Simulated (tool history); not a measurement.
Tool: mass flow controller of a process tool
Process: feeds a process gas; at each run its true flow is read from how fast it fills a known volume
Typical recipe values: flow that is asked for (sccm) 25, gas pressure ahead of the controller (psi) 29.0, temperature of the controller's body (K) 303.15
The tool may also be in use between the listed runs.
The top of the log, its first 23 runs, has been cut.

run	day	flow that is asked for (sccm)	gas pressure ahead of the controller (psi)	temperature of the controller's body (K)	hours of work since the controller was set to zero	hours of work since the controller was changed	true flow (%)
24	176.725	25	35.5	303.15	1940	8468	95.60
25	186.104	12	21.9	303.15	2082	8610	95.18
26	191.979	11	22.6	311.15	2171	8699	94.76
27	197.779	9	37.4	306.15	2258	8787	95.36
28	204.488	21	25.4	301.15	2360	8888	95.42
29	212.179	5	27.8	299.15	2476	9005	96.65
30	220.154	5	27.8	299.15	2597	9126	96.81
31	229.075	5	27.8	299.15	2732	9261	96.78
32	236.096	28	29.0	303.15	2839	9367	95.44
33	241.779	11	32.9	308.15	2925	9453	95.16
34	250.412	25	23.5	308.15	3056	9584	94.92
35	257.233	25	23.5	308.15	3159	9687	94.82
36	261.812	41	23.5	294.15	3228	9757	96.24
37	269.717	41	40.2	303.15	3348	9876	96.00
38	275.742	41	40.2	303.15	3439	9968	95.89
39	283.200	15	40.2	294.15	3552	10081	95.88
40	289.112	11	30.5	303.15	3642	10170	95.61
41	298.579	6	23.5	307.15	3785	10313	96.23
42	306.438	49	22.0	298.15	3904	10432	95.98
43	314.308	12	24.2	298.15	4023	10552	95.35
44	322.188	12	24.2	298.15	4143	10671	95.52
45	331.300	10	26.4	310.15	4281	10809	95.06
46	338.754	10	26.4	310.15	4393	10922	95.13

The next listed run, before its measurement:
47	346.821	25	26.0	304.15	4516	11044	?

{"run 47": {"true flow (%)": 94.87}}
Were there no unlogged condition in the tool, this run, its random variation unchanged, would have produced true flow (%) 98.37.

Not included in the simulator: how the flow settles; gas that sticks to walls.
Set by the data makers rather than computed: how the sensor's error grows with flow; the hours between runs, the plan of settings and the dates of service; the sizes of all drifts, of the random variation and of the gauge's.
